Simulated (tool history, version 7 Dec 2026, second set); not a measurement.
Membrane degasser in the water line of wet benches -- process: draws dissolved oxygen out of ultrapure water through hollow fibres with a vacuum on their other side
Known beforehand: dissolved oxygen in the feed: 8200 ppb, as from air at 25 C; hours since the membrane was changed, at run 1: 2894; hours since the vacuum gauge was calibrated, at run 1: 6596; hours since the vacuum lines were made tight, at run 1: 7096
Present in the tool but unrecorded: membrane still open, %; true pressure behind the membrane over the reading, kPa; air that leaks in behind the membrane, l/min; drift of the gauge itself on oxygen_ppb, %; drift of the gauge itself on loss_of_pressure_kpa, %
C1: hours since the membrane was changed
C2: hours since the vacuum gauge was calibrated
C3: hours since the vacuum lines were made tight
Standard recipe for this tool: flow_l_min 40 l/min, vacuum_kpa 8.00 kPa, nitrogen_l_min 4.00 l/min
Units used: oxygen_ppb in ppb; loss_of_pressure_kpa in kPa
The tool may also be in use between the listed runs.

run 1 hour=0.0 | flow_l_min=40 vacuum_kpa=8.00 nitrogen_l_min=4.00 | C1=2894 C2=6596 C3=7096 | oxygen_ppb=138.5 loss_of_pressure_kpa=69.72
run 2 hour=60.3 | flow_l_min=40 vacuum_kpa=8.00 nitrogen_l_min=4.00 | C1=2954 C2=6656 C3=7156 | oxygen_ppb=142.7 loss_of_pressure_kpa=69.79
-- hour=89.4 seals of the vacuum lines changed
run 3 hour=94.1 | flow_l_min=40 vacuum_kpa=17.74 nitrogen_l_min=4.00 | C1=2986 C2=6688 C3=5 | oxygen_ppb=357.1 loss_of_pressure_kpa=69.78
run 4 hour=124.7 | flow_l_min=40 vacuum_kpa=17.74 nitrogen_l_min=4.00 | C1=3016 C2=6718 C3=35 | oxygen_ppb=355.9 loss_of_pressure_kpa=70.07
run 5 hour=194.1 | flow_l_min=40 vacuum_kpa=17.74 nitrogen_l_min=4.00 | C1=3086 C2=6788 C3=105 | oxygen_ppb=349.5 loss_of_pressure_kpa=70.42
run 6 hour=256.9 | flow_l_min=40 vacuum_kpa=13.64 nitrogen_l_min=4.00 | C1=3148 C2=6851 C3=167 | oxygen_ppb=264.4 loss_of_pressure_kpa=69.96
run 7 hour=301.5 | flow_l_min=40 vacuum_kpa=13.64 nitrogen_l_min=3.04 | C1=3193 C2=6895 C3=212 | oxygen_ppb=339.2 loss_of_pressure_kpa=70.01
run 8 hour=364.0 | flow_l_min=40 vacuum_kpa=8.00 nitrogen_l_min=4.00 | C1=3256 C2=6958 C3=275 | oxygen_ppb=139.5 loss_of_pressure_kpa=70.06
run 9 hour=403.1 | flow_l_min=40 vacuum_kpa=8.00 nitrogen_l_min=4.00 | C1=3295 C2=6997 C3=314 | oxygen_ppb=140.6 loss_of_pressure_kpa=70.11
run 10 hour=476.0 | flow_l_min=40 vacuum_kpa=8.00 nitrogen_l_min=4.00 | C1=3368 C2=7070 C3=387 | oxygen_ppb=140.2 loss_of_pressure_kpa=69.81
run 11 hour=511.7 | flow_l_min=40 vacuum_kpa=16.69 nitrogen_l_min=4.00 | C1=3403 C2=7105 C3=422 | oxygen_ppb=339.5 loss_of_pressure_kpa=70.31
run 12 hour=567.6 | flow_l_min=40 vacuum_kpa=16.69 nitrogen_l_min=4.00 | C1=3459 C2=7161 C3=478 | oxygen_ppb=337.3 loss_of_pressure_kpa=70.65
run 13 hour=623.7 | flow_l_min=40 vacuum_kpa=16.69 nitrogen_l_min=4.00 | C1=3515 C2=7217 C3=534 | oxygen_ppb=336.6 loss_of_pressure_kpa=69.87
run 14 hour=663.7 | flow_l_min=40 vacuum_kpa=8.00 nitrogen_l_min=4.00 | C1=3555 C2=7257 C3=574 | oxygen_ppb=142.1 loss_of_pressure_kpa=69.61

What does the tool deliver on the next run?
run 15 hour=723.1 | flow_l_min=46 vacuum_kpa=8.00 nitrogen_l_min=7.98 | C1=3615 C2=7317 C3=634 | oxygen_ppb=? loss_of_pressure_kpa=?

oxygen_ppb: 102.4 ppb
loss_of_pressure_kpa: 80.84 kPa
The same run, on a tool lacking any hidden state, would have yielded oxygen_ppb 91.3 ppb, loss_of_pressure_kpa 78.12 kPa.

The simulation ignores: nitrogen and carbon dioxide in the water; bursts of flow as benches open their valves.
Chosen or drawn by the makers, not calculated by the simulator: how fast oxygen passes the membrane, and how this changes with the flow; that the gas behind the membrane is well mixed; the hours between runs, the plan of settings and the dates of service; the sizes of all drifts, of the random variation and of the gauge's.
